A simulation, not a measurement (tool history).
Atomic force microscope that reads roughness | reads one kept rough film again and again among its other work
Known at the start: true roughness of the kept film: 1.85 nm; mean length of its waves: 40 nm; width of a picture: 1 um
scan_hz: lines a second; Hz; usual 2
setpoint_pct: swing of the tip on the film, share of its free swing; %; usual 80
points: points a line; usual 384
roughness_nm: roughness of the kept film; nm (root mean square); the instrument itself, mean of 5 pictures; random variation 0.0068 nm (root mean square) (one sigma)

run     day  scan_hz  setpoint_pct  points  roughness_nm
  1       0        2            80     384         1.501
  2   0.479        2            80     384         1.511
  3   0.954        2            85     384         1.442
  4   1.367        2            80     479         1.517
  5   1.996        2            80     479         1.504
  6   2.771        2            80     479         1.509
  7   3.346     2.24            80     384         1.468
      3.488  -- new tip fitted
  8   3.804     2.28            80     384         1.493
  9   4.533        2            80     357          1.52
 10   5.154        2            80     459         1.509
 11   6.054        2            80     459         1.507
 12   6.571      0.9            80     384         1.648
 13    7.15        2            80     515         1.503
 14   7.812        2            80     515         1.509
 15   8.508        2            80     384           1.5
 16   9.333        2            80     384         1.491
 17   9.721        2            80     384         1.496
 18  10.533        2            80     384         1.501
     10.675  -- new tip fitted
 19    11.1        2            80     384          1.53
 20   11.55        2            66     384         1.643
 21  11.967        2            66     384         1.648
 22    12.6        2            66     384         1.636
 23  13.458        2            66     384         1.637
 24  14.004     0.55            80     384         1.672
 25  14.467        2            80     384         1.501
 26  15.158        2            80     384         1.494
 27  16.017     0.77            80     813         1.655
 28  16.746     3.58            57     813          1.62
 29  17.167     3.58            57     813         1.612
     17.812  -- new tip fitted
 30  18.008     3.58            57     813         1.645
 31  18.917     3.58            57     813         1.641
 32  19.346     3.58            57     813          1.64
 33  19.879     0.56            62     857         1.748
 34  20.712     0.52            63     384         1.719
 35  21.404     0.52            63     384         1.729
 36  21.829     0.52            63     384         1.721
 37  22.254     1.19            63     632         1.687
 38  23.012     0.72            80     377         1.648
 39  23.838     0.72            80     377         1.647
 40  24.621     0.72            80     377         1.637
     24.954  -- new tip fitted
 41   25.55        2            76     309         1.555
 42  26.175     0.55            76     305         1.699
 43  27.038     0.55            76     305          1.69
 44  27.421     0.55            76     305         1.692
 45  28.217     0.55            76     305         1.678
 46  28.767     3.94            76     973         1.382
 47  29.642     3.94            76     973         1.368
 48  30.112        2            80     358         1.485
 49  30.725     2.68            64     358         1.586
 50  31.462     2.68            64     358         1.573
 51   31.85     2.68            59     260         1.616
     32.142  -- new tip fitted
 52  32.308     1.27            80     295         1.606

Forecast each of these 4 alternatives for the next run:
  A  32.712     2.49            80     384             ?
  B  32.712     1.35            77     398             ?
  C  32.712     0.52            56     815             ?
  D  32.712     3.69            72     333             ?

run  roughness_nm
  A         1.459
  B         1.599
  C         1.738
  D         1.473
Without the tool's hidden state the same runs would have given:
run  roughness_nm
  A         1.487
  B         1.629
  C         1.771
  D         1.501
